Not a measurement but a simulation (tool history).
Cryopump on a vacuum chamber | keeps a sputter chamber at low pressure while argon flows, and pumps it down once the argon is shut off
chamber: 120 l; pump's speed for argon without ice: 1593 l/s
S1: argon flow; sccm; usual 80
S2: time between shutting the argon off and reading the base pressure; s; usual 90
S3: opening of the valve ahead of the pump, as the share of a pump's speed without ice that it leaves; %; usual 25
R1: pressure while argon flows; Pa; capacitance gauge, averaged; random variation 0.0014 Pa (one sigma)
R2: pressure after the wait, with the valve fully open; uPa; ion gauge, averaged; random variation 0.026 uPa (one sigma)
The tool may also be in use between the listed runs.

| run | day | S1 | S2 | S3 | R1 | R2 |
|---|---|---|---|---|---|---|
| 1 | 0.000 | 80 | 90 | 25 | 0.3394 | 1.20 |
| 2 | 1.292 | 80 | 90 | 25 | 0.3431 | 1.20 |
| 3 | 2.321 | 80 | 90 | 25 | 0.3415 | 1.24 |
| 4 | 3.888 | 80 | 90 | 25 | 0.3423 | 1.22 |
| 5 | 4.900 | 80 | 90 | 25 | 0.3428 | 1.23 |
| 6 | 6.088 | 80 | 181 | 25 | 0.3457 | 0.78 |
| 7 | 7.638 | 80 | 25 | 28 | 0.3083 | 3.60 |
| 8 | 8.604 | 80 | 25 | 28 | 0.3079 | 3.58 |
| 9 | 9.792 | 70 | 90 | 27 | 0.2795 | 1.28 |
| 10 | 11.458 | 70 | 90 | 27 | 0.2807 | 1.23 |
| 11 | 12.950 | 72 | 258 | 44 | 0.1769 | 0.65 |
| 12 | 14.346 | 90 | 150 | 43 | 0.2306 | 0.87 |

Some steps in R1 between neighbouring runs. How much of each would the tool show without its hidden state too (settings, what came in, random variation), and how much is left for the hidden state, with any gauge scatter that isn't in both results?
The hidden state here: pump's speed, % of a pump's without ice; cold plate's temperature, K; leak into the chamber, uPa l/s; drift of the gauge itself on working_pa, %; drift of the gauge itself on base_upa, %.
Run 10 -> 11: S1 70 -> 72, S2 90 -> 258, S3 27 -> 44. R1 -0.1038 Pa: hidden state +0.0004, all else -0.1042.
Run 11 -> 12: S1 72 -> 90, S2 258 -> 150, S3 44 -> 43. R1 +0.0537 Pa: hidden state +0.0020, all else +0.0517.
